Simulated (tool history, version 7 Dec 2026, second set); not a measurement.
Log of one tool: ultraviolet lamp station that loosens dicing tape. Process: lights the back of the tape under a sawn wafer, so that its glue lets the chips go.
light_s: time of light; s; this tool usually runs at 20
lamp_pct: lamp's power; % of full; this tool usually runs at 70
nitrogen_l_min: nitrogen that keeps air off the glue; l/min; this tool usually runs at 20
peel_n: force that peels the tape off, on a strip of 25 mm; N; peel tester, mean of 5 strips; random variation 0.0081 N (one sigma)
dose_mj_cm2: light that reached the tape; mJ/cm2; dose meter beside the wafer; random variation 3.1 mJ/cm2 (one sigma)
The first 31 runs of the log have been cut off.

run,hour,light_s,lamp_pct,nitrogen_l_min,peel_n,dose_mj_cm2
32,443.9,27,78,20,0.272,540
33,455.1,27,78,20,0.275,539
34,470.5,24,75,29,0.304,457
35,484.1,25,72,12,0.439,449
36,499.4,18,72,8,0.883,324
37,514.5,11,70,17,1.466,195
38,524.1,11,73,17,1.323,200
39,534.5,17,75,34,0.548,311
40,542.7,19,76,12,0.649,353
41,556.3,24,71,14,0.463,417
42,565.2,15,72,6,1.334,265

Predict each of these 4 candidate next runs independently; none follows another, all start after run 42:
A,575.4,12,72,13,?,?
B,575.4,13,73,33,?,?
C,575.4,23,68,31,?,?
D,575.4,33,70,20,?,?

run,peel_n,dose_mj_cm2
A,1.374,210
B,0.958,228
C,0.409,376
D,0.264,556
With the hidden condition removed and each run's random variation left untouched, the same runs would have given:
run,peel_n,dose_mj_cm2
A,0.826,301
B,0.528,328
C,0.243,540
D,0.2,797

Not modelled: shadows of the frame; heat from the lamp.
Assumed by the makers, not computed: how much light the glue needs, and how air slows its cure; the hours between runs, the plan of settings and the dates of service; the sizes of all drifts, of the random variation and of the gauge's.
